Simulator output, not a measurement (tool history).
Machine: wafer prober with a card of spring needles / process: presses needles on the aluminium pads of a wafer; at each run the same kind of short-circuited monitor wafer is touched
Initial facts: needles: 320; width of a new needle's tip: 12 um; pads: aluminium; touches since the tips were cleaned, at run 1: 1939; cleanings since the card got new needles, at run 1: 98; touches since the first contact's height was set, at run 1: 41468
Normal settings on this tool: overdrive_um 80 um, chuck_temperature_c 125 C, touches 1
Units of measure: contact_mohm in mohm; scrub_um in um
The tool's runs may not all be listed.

run   hour  overdrive_um  chuck_temperature_c  touches  touches since the tips were cleaned  cleanings since the card got new needles  touches since the first contact's height was set  contact_mohm  scrub_um
  1    0.0            80                  125        1                                 1939                                        98                                             41468           130     15.08
       1.0  -- tips cleaned on abrasive film
       5.5  -- tips cleaned on abrasive film
       9.3  -- tips cleaned on abrasive film
  2   12.1            80                  125        1                                 1682                                       101                                             48554           127     15.10
      13.1  -- tips cleaned on abrasive film
      17.7  -- tips cleaned on abrasive film
  3   18.8            80                  125        1                                  665                                       103                                             52450           128     15.14
      22.0  -- tips cleaned on abrasive film
      26.0  -- tips cleaned on abrasive film
  4   26.0            80                  125        1                                    0                                       105                                             56639           131     15.13
      30.6  -- tips cleaned on abrasive film
      35.1  -- tips cleaned on abrasive film
  5   36.5            80                  125        1                                  793                                       107                                             62833           129     15.13
      39.0  -- tips cleaned on abrasive film
      39.3  -- height of the first contact set anew
      43.6  -- tips cleaned on abrasive film
      47.4  -- tips cleaned on abrasive film
  6   48.4            80                  125        1                                  614                                       110                                              5378           126     15.18
      51.8  -- tips cleaned on abrasive film
      56.4  -- tips cleaned on abrasive film
      60.2  -- tips cleaned on abrasive film
  7   62.6            80                  125        2                                 1412                                       113                                             13693           129     15.18
      64.5  -- tips cleaned on abrasive film
      68.9  -- tips cleaned on abrasive film
  8   69.9            80                  125        1                                  657                                       115                                             18015           127     15.18
      72.8  -- tips cleaned on abrasive film
      76.6  -- tips cleaned on abrasive film
      81.0  -- tips cleaned on abrasive film
  9   84.3            80                  125        2                                 1963                                       118                                             26461           128     15.22
      85.3  -- tips cleaned on abrasive film
      89.7  -- tips cleaned on abrasive film
      93.5  -- tips cleaned on abrasive film
 10   94.4            80                  125        2                                  523                                       121                                             32320           129     15.15
      97.9  -- tips cleaned on abrasive film
     102.2  -- tips cleaned on abrasive film
 11  105.8            80                  125        2                                 2162                                       123                                             39067           128     15.25
     106.8  -- tips cleaned on abrasive film
     111.1  -- tips cleaned on abrasive film
     115.8  -- tips cleaned on abrasive film
     120.1  -- tips cleaned on abrasive film
 12  120.7            80                  125        1                                  313                                       127                                             47768           129     15.29
     124.0  -- tips cleaned on abrasive film
     128.2  -- tips cleaned on abrasive film
 13  128.8            80                  125        2                                  372                                       129                                             52530           126     15.26
     132.2  -- tips cleaned on abrasive film
     136.6  -- tips cleaned on abrasive film
 14  139.0            80                  125        2                                 1451                                       131                                             58531           129     15.29
     140.7  -- tips cleaned on abrasive film
     145.0  -- tips cleaned on abrasive film
     148.9  -- height of the first contact set anew
     150.0  -- tips cleaned on abrasive film
 15  152.7            73                   40        1                                 1643                                       134                                              2200           116     13.93
     154.4  -- tips cleaned on abrasive film
     158.4  -- tips cleaned on abrasive film
 16  161.0            73                   57        1                                 1620                                       136                                              7095           118     13.98
     163.0  -- tips cleaned on abrasive film
     167.6  -- tips cleaned on abrasive film
     171.6  -- tips cleaned on abrasive film
 17  175.2            66                   28        1                                 2178                                       139                                             15433           116     12.63
     176.1  -- tips cleaned on abrasive film
     180.0  -- tips cleaned on abrasive film
     184.2  -- tips cleaned on abrasive film
     188.5  -- tips cleaned on abrasive film
 18  188.5            66                   28        1                                    0                                       143                                             23181           113     12.66
     192.7  -- tips cleaned on abrasive film
 19  196.1            71                   31        2                                 2021                                       144                                             27675           116     13.58
     197.0  -- tips cleaned on abrasive film
     201.5  -- tips cleaned on abrasive film
     205.9  -- tips cleaned on abrasive film
 20  208.4            86                   83        2                                 1536                                       147                                             34903           123     16.44
     210.1  -- tips cleaned on abrasive film
     214.5  -- tips cleaned on abrasive film
     218.4  -- tips cleaned on abrasive film
 21  218.4            80                   32        2                                    0                                       150                                             40734           114     15.34
     222.9  -- tips cleaned on abrasive film
 22  225.1            80                   32        2                                 1341                                       151                                             44673           114     15.35
     227.0  -- tips cleaned on abrasive film
     230.6  -- gauge calibrated
     231.3  -- tips cleaned on abrasive film
     235.3  -- tips cleaned on abrasive film
 23  236.2            92                   72        1                                  545                                       154                                             51150           120     17.37
     239.7  -- tips cleaned on abrasive film
     243.6  -- tips cleaned on abrasive film
     247.6  -- tips cleaned on abrasive film
 24  248.8            80                   33        1                                  698                                       157                                             58552           115     15.12
     252.0  -- tips cleaned on abrasive film
     255.8  -- tips cleaned on abrasive film
     258.7  -- height of the first contact set anew
 25  259.0            80                   33        1                                 1724                                       159                                               156           115     15.13
     260.0  -- tips cleaned on abrasive film
     264.5  -- tips cleaned on abrasive film
     268.3  -- tips cleaned on abrasive film
 26  270.0            97                  125        1                                 1005                                       162                                              6564           130     18.44
     272.7  -- tips cleaned on abrasive film
     276.5  -- tips cleaned on abrasive film
     280.7  -- tips cleaned on abrasive film
 27  282.8            69                  125        1                                 1288                                       165                                             14111           128     13.07

Selected run-to-run steps in scrub_um, each split into two signed amounts: the part the tool would show with no hidden state at all (from settings, incoming material and random variation), and the remainder, which goes to the hidden state together with any gauge scatter not common to the measured and the hidden-state-free results:
Unlogged tool condition in this case: debris on the tips, nm; way that the needles fall short of the set height, um; tips' diameter, um; drift of the gauge itself on contact_mohm, %; drift of the gauge itself on scrub_um, %.
Run 19 -> 20: overdrive_um 71 -> 86, chuck_temperature_c 31 -> 83, tips cleaned on abrasive film, tips cleaned on abrasive film, tips cleaned on abrasive film. scrub_um +2.86 um: hidden state +0.05, all else +2.81.
Run 22 -> 23: overdrive_um 80 -> 92, chuck_temperature_c 32 -> 72, touches 2 -> 1, tips cleaned on abrasive film, gauge calibrated, tips cleaned on abrasive film, tips cleaned on abrasive film. scrub_um +2.02 um: hidden state -0.24, all else +2.26.
Run 25 -> 26: overdrive_um 80 -> 97, chuck_temperature_c 33 -> 125, tips cleaned on abrasive film, tips cleaned on abrasive film, tips cleaned on abrasive film. scrub_um +3.31 um: hidden state +0.02, all else +3.29.
Run 26 -> 27: overdrive_um 97 -> 69, tips cleaned on abrasive film, tips cleaned on abrasive film, tips cleaned on abrasive film. scrub_um -5.37 um: hidden state -0.01, all else -5.36.
